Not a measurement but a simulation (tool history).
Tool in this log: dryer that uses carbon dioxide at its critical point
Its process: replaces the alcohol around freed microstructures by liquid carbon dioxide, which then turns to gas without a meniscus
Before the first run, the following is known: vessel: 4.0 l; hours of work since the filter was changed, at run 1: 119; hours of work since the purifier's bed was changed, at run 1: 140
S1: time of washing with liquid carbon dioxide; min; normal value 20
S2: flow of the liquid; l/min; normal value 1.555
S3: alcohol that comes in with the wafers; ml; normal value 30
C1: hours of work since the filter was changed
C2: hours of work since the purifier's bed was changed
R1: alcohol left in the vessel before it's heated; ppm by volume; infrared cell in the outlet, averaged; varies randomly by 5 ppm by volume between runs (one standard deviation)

run 1 day=0.000 | S1=20 S2=1.555 S3=30 | C1=119 C2=140 | R1=54
run 2 day=0.175 | S1=20 S2=1.555 S3=30 | C1=120 C2=142 | R1=52
run 3 day=0.433 | S1=20 S2=1.555 S3=30 | C1=123 C2=144 | R1=56
run 4 day=0.662 | S1=20 S2=1.555 S3=31 | C1=125 C2=147 | R1=43
run 5 day=0.825 | S1=20 S2=1.555 S3=31 | C1=127 C2=148 | R1=50
run 6 day=1.196 | S1=20 S2=1.555 S3=31 | C1=130 C2=152 | R1=56
run 7 day=1.371 | S1=20 S2=1.555 S3=31 | C1=132 C2=154 | R1=52
run 8 day=1.733 | S1=20 S2=1.555 S3=30 | C1=136 C2=157 | R1=66
run 9 day=1.967 | S1=20 S2=1.555 S3=30 | C1=138 C2=159 | R1=61
run 10 day=2.229 | S1=20 S2=1.010 S3=30 | C1=140 C2=162 | R1=203
run 11 day=2.571 | S1=20 S2=1.010 S3=30 | C1=144 C2=165 | R1=188
run 12 day=2.925 | S1=20 S2=1.010 S3=30 | C1=147 C2=169 | R1=196
run 13 day=3.267 | S1=20 S2=1.555 S3=30 | C1=151 C2=172 | R1=49
run 14 day=3.496 | S1=20 S2=1.555 S3=30 | C1=153 C2=174 | R1=56
run 15 day=3.842 | S1=20 S2=1.555 S3=30 | C1=156 C2=178 | R1=59
run 16 day=4.029 | S1=20 S2=1.555 S3=30 | C1=158 C2=180 | R1=57
run 17 day=4.362 | S1=20 S2=1.555 S3=30 | C1=161 C2=183 | R1=63
run 18 day=4.538 | S1=12 S2=1.960 S3=43 | C1=163 C2=185 | R1=176
run 19 day=4.762 | S1=25 S2=1.555 S3=62 | C1=165 C2=187 | R1=46
run 20 day=4.929 | S1=31 S2=1.070 S3=40 | C1=167 C2=189 | R1=69
run 21 day=5.221 | S1=31 S2=1.070 S3=40 | C1=170 C2=191 | R1=55
run 22 day=5.567 | S1=31 S2=1.070 S3=40 | C1=173 C2=195 | R1=61
run 23 day=5.788 | S1=31 S2=1.070 S3=40 | C1=175 C2=197 | R1=52
run 24 day=6.162 | S1=30 S2=1.070 S3=95 | C1=179 C2=201 | R1=106
run 25 day=6.400 | S1=30 S2=1.070 S3=95 | C1=181 C2=203 | R1=102
run 26 day=6.783 | S1=30 S2=1.070 S3=95 | C1=185 C2=207 | R1=103
run 27 day=7.142 | S1=29 S2=1.555 S3=30 | C1=189 C2=210 | R1=38
run 28 day=7.433 | S1=31 S2=1.555 S3=74 | C1=191 C2=213 | R1=47
run 29 day=7.746 | S1=13 S2=1.555 S3=30 | C1=195 C2=216 | R1=213
run 30 day=8.025 | S1=13 S2=1.555 S3=30 | C1=197 C2=219 | R1=221
run 31 day=8.321 | S1=27 S2=1.555 S3=30 | C1=200 C2=222 | R1=53
run 32 day=8.621 | S1=20 S2=1.360 S3=33 | C1=203 C2=225 | R1=99
run 33 day=8.892 | S1=20 S2=1.360 S3=33 | C1=206 C2=227 | R1=109
run 34 day=9.200 | S1=13 S2=1.850 S3=21 | C1=209 C2=230 | R1=110

Below are 3 alternative next runs, each starting from the tool's condition after run 34. Predict each:
run A day=9.525 | S1=26 S2=1.750 S3=49 | C1=212 C2=234 | R1=?
run B day=9.525 | S1=26 S2=2.250 S3=108 | C1=212 C2=234 | R1=?
run C day=9.525 | S1=18 S2=1.980 S3=82 | C1=212 C2=234 | R1=?

run=A R1=48
run=B R1=45
run=C R1=84
Take away the tool's hidden state, keep each run's random variation, and the runs would have read:
run=A R1=5
run=B R1=3
run=C R1=31

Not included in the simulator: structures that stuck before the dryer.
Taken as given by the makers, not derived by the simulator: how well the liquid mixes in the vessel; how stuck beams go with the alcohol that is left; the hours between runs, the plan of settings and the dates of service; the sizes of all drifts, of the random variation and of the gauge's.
